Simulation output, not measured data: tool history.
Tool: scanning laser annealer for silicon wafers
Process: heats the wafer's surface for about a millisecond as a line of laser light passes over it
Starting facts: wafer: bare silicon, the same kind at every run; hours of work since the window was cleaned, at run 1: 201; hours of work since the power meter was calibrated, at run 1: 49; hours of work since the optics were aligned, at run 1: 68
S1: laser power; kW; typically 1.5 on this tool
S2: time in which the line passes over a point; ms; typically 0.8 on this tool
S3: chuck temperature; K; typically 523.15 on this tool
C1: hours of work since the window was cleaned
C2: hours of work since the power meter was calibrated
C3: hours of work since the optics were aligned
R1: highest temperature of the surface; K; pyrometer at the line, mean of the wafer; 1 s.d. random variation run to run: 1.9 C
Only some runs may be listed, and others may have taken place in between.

run   hour     S1     S2      S3   C1   C2   C3       R1
  1      0    1.5    0.8  523.15  201   49   68  1350.15
  2   18.2    1.5    0.8  523.15  212   60   78  1354.15
  3   33.1    1.5    0.8  523.15  220   69   87  1351.15
  4   47.3    1.5    0.8  523.15  229   77   95  1351.15
  5   58.5    1.5  0.743  523.15  235   83  102  1316.15
  6   71.7    1.5  0.743  523.15  243   91  109  1316.15
  7   87.9    1.5  0.743  523.15  252  100  119  1313.15
  8  102.6    1.5    0.8  507.15  261  109  127  1334.15
  9  112.9    1.5    0.8  507.15  267  115  133  1331.15
 10  130.3    1.5    0.8  507.15  277  125  143  1330.15
 11  138.6    1.5    0.8  507.15  281  130  148  1333.15
 12    153    1.5    0.8  507.15  290  138  156  1333.15
 13  166.8    1.5    0.8  507.15  298  146  164  1330.15
 14  179.8    1.5    0.8  507.15  305  153  172  1330.15
 15  188.1    1.5    0.8  523.15  310  158  177  1346.15
 16  204.7    1.5    0.8  523.15  320  168  186  1344.15
 17  220.9    1.5    0.8  523.15  329  177  196  1341.15
 18  235.4  1.609    0.8  544.15  337  186  204  1429.15
 19  251.6  1.609    0.8  544.15  347  195  213  1430.15
 20  260.2    1.5  0.822  486.15  352  200  218  1319.15
 21  272.4  1.641  0.672  528.15  359  207  225  1347.15
 22  281.8  1.641  0.672  528.15  364  212  231  1348.15
 23  299.1  1.557  0.994  509.15  374  222  241  1468.15
 24  316.1  1.278  0.845  513.15  384  232  251  1226.15
 25  330.1    1.5  0.621  534.15  392  240  259  1245.15
 26  338.2    1.5  0.621  534.15  397  245  263  1247.15
 27  346.3  1.454  0.788  561.15  402  250  268  1346.15
 28  360.7  1.337  0.788  561.15  410  258  277  1278.15
 29  373.8  1.625  0.788  561.15  417  266  284  1441.15
 30  383.2  1.468    0.8  507.15  423  271  290  1301.15
 31  399.5  1.495  0.626  532.15  432  281  299  1239.15
 32  408.6  1.495  0.626  532.15  438  286  304  1240.15
 33  422.8    1.5    0.8  521.15  446  294  312  1336.15
 34  440.5  1.596  0.633  529.15  456  304  323  1292.15

4 options for the next run, each taken on its own from the tool as it stands now. Forecast them:
  A  458.4  1.596  0.746  529.15  466  315  333   ?
  B  458.4  1.485  0.633  529.15  466  315  333   ?
  C  458.4  1.596  0.686  511.15  466  315  333   ?
  D  458.4  1.411  0.857  492.15  466  315  333   ?

run       R1
  A  1363.15
  B  1233.15
  C  1307.15
  D  1285.15
Had the tool no hidden state, the same runs would have come out as:
run       R1
  A  1393.15
  B  1259.15
  C  1336.15
  D  1314.15
